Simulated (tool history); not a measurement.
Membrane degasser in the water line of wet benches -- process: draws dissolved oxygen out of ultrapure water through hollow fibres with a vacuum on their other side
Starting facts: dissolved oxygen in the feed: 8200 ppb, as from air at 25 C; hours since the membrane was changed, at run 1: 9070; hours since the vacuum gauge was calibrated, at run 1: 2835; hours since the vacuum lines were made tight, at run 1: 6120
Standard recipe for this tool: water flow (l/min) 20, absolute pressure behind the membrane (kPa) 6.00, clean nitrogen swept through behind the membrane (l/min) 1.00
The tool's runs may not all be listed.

run,day,water flow (l/min),absolute pressure behind the membrane (kPa),clean nitrogen swept through behind the membrane (l/min),hours since the membrane was changed,hours since the vacuum gauge was calibrated,hours since the vacuum lines were made tight,dissolved oxygen in the water behind the degasser (ppb),pressure that the water loses in the fibres (kPa)
1,0.000,20,6.00,1.00,9070,2835,6120,130.7,55.05
2,10.525,20,6.00,1.00,9323,3088,6373,131.4,55.38
3,16.242,20,6.00,1.00,9460,3225,6510,128.0,55.54
4,28.333,29,6.00,1.00,9750,3515,6800,200.9,80.42
5,39.388,29,6.00,1.00,10015,3781,7065,199.9,80.76
6,50.396,29,6.00,1.00,10280,4045,7330,198.9,80.92
7,62.388,29,6.00,1.00,10567,4333,7617,198.3,81.39
8,72.475,29,6.00,1.00,10810,4575,7860,198.6,81.25
9,77.479,29,6.00,1.00,10930,4695,7980,201.3,81.30
# day 78.512: vacuum gauge calibrated
10,83.096,29,6.00,1.00,11064,110,8114,201.1,80.67
11,93.592,29,9.29,1.00,11316,362,8366,388.0,81.70
12,101.033,29,9.29,1.00,11494,540,8544,389.7,81.90
13,109.358,29,9.29,1.00,11694,740,8744,391.2,82.46
14,117.325,29,9.29,1.00,11885,932,8935,392.2,82.07
15,123.658,14,6.00,1.00,12037,1084,9087,90.3,39.68
16,129.271,14,6.00,1.00,12172,1218,9222,89.3,39.61
17,141.533,15,6.45,2.45,12466,1513,9516,49.5,42.33
18,151.242,19,6.89,0.98,12699,1746,9750,162.4,54.00
19,158.033,18,11.10,0.58,12862,1909,9912,500.0,50.76
20,168.888,14,6.23,1.00,13123,2169,10173,100.6,39.56
21,180.383,20,8.93,0.49,13399,2445,10449,454.1,56.94
22,190.004,15,14.92,1.00,13630,2676,10680,386.7,42.59
23,195.767,15,14.92,1.00,13768,2814,10818,385.2,42.73
# day 199.433: gauge calibrated
24,207.108,15,14.92,1.00,14040,3086,11090,385.8,41.85
25,219.158,20,6.00,1.74,14329,3376,11380,82.1,55.88
26,231.054,12,6.00,1.41,14615,3661,11665,56.9,33.62
27,243.325,20,14.51,0.56,14909,3956,11959,773.1,55.89
28,252.929,31,7.55,0.88,15140,4186,12190,345.1,86.56
29,264.350,13,13.65,0.53,15414,4460,12464,530.2,36.37
# day 266.925: seals of the vacuum lines changed
30,272.642,13,11.80,0.69,15611,4657,137,351.7,36.35
# day 275.242: vacuum gauge calibrated
31,284.050,18,3.70,0.69,15884,211,411,32.6,50.83
32,290.254,21,11.69,2.17,16033,360,559,203.1,58.89

Each row is a separate what-if for the run after 32, all from the same tool condition, not one after another. Results?
A,295.208,31,6.38,1.00,16152,479,678,?,?
B,295.208,29,12.06,2.79,16152,479,678,?,?
C,295.208,16,6.00,1.00,16152,479,678,?,?
D,295.208,20,6.00,1.75,16152,479,678,?,?

run,dissolved oxygen in the water behind the degasser (ppb),pressure that the water loses in the fibres (kPa)
A,239.8,86.94
B,244.2,80.77
C,104.9,45.28
D,82.2,55.91
With the hidden condition removed and each run's random variation left untouched, the same runs would have given:
run,dissolved oxygen in the water behind the degasser (ppb),pressure that the water loses in the fibres (kPa)
A,239.5,85.72
B,243.9,79.64
C,104.9,44.65
D,82.1,55.12

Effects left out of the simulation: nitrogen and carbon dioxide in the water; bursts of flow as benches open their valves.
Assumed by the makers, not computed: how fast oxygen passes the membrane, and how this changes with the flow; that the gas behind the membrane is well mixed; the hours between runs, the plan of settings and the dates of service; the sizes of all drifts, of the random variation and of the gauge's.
